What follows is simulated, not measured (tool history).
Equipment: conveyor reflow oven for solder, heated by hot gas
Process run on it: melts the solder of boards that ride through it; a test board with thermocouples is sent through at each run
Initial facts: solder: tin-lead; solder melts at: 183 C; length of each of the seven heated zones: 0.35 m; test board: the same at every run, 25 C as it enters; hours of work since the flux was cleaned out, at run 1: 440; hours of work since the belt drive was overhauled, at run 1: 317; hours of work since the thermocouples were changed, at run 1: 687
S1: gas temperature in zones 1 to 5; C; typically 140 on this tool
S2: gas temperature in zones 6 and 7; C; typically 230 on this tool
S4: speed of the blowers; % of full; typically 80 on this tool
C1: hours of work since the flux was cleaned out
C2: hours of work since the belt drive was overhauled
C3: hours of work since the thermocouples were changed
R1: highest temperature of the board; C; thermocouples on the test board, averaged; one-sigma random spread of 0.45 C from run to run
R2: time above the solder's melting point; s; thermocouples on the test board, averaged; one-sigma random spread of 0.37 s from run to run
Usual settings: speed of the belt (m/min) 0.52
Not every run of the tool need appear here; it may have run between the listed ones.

{"run": 1, "hour": 0.0, "S1": 140, "S2": 230, "speed of the belt (m/min)": 0.52, "S4": 80, "C1": 440, "C2": 317, "C3": 687, "R1": 212.3, "R2": 58.5}
{"run": 2, "hour": 53.2, "S1": 140, "S2": 230, "speed of the belt (m/min)": 0.52, "S4": 80, "C1": 471, "C2": 348, "C3": 718, "R1": 213.6, "R2": 57.4}
{"hour": 62.1, "done": "flux residue cleaned out of gas plates and filters"}
{"run": 3, "hour": 93.6, "S1": 140, "S2": 230, "speed of the belt (m/min)": 0.52, "S4": 80, "C1": 18, "C2": 369, "C3": 739, "R1": 213.4, "R2": 59.9}
{"run": 4, "hour": 147.9, "S1": 140, "S2": 230, "speed of the belt (m/min)": 0.52, "S4": 80, "C1": 50, "C2": 400, "C3": 771, "R1": 213.2, "R2": 60}
{"run": 5, "hour": 197.4, "S1": 140, "S2": 230, "speed of the belt (m/min)": 0.52, "S4": 80, "C1": 79, "C2": 429, "C3": 799, "R1": 213.4, "R2": 59.6}
{"run": 6, "hour": 249.5, "S1": 140, "S2": 230, "speed of the belt (m/min)": 0.52, "S4": 80, "C1": 109, "C2": 460, "C3": 830, "R1": 213.5, "R2": 59.4}
{"run": 7, "hour": 282.1, "S1": 144, "S2": 234, "speed of the belt (m/min)": 0.436, "S4": 63, "C1": 128, "C2": 479, "C3": 849, "R1": 220.1, "R2": 79.7}
{"run": 8, "hour": 350.8, "S1": 144, "S2": 234, "speed of the belt (m/min)": 0.436, "S4": 86, "C1": 169, "C2": 519, "C3": 889, "R1": 223.2, "R2": 82}
{"run": 9, "hour": 411.2, "S1": 126, "S2": 234, "speed of the belt (m/min)": 0.52, "S4": 80, "C1": 204, "C2": 554, "C3": 924, "R1": 213.9, "R2": 54.4}
{"run": 10, "hour": 444.6, "S1": 134, "S2": 233, "speed of the belt (m/min)": 0.52, "S4": 80, "C1": 223, "C2": 573, "C3": 944, "R1": 214.5, "R2": 57.5}
{"run": 11, "hour": 484.9, "S1": 132, "S2": 230, "speed of the belt (m/min)": 0.52, "S4": 54, "C1": 247, "C2": 597, "C3": 967, "R1": 206.1, "R2": 47.2}

Each row is a separate what-if for the run after 11, all from the same tool condition, not one after another. Results?
{"run": "A", "hour": 546.8, "S1": 140, "S2": 244, "speed of the belt (m/min)": 0.52, "S4": 53, "C1": 283, "C2": 633, "C3": 1003, "R1": "?", "R2": "?"}
{"run": "B", "hour": 546.8, "S1": 140, "S2": 220, "speed of the belt (m/min)": 0.52, "S4": 58, "C1": 283, "C2": 633, "C3": 1003, "R1": "?", "R2": "?"}
{"run": "C", "hour": 546.8, "S1": 132, "S2": 241, "speed of the belt (m/min)": 0.493, "S4": 54, "C1": 283, "C2": 633, "C3": 1003, "R1": "?", "R2": "?"}
{"run": "D", "hour": 546.8, "S1": 154, "S2": 227, "speed of the belt (m/min)": 0.52, "S4": 75, "C1": 283, "C2": 633, "C3": 1003, "R1": "?", "R2": "?"}
{"run": "E", "hour": 546.8, "S1": 140, "S2": 229, "speed of the belt (m/min)": 0.52, "S4": 80, "C1": 283, "C2": 633, "C3": 1003, "R1": "?", "R2": "?"}

run=A R1=218.8 R2=63.1
run=B R1=199.7 R2=42.6
run=C R1=217.1 R2=61.4
run=D R1=211.7 R2=64
run=E R1=211.7 R2=58.2
What these runs would have given with no unlogged condition in the tool:
run=A R1=222 R2=64.8
run=B R1=202.9 R2=46.5
run=C R1=220.4 R2=63.5
run=D R1=214.9 R2=66
run=E R1=215.1 R2=60.6
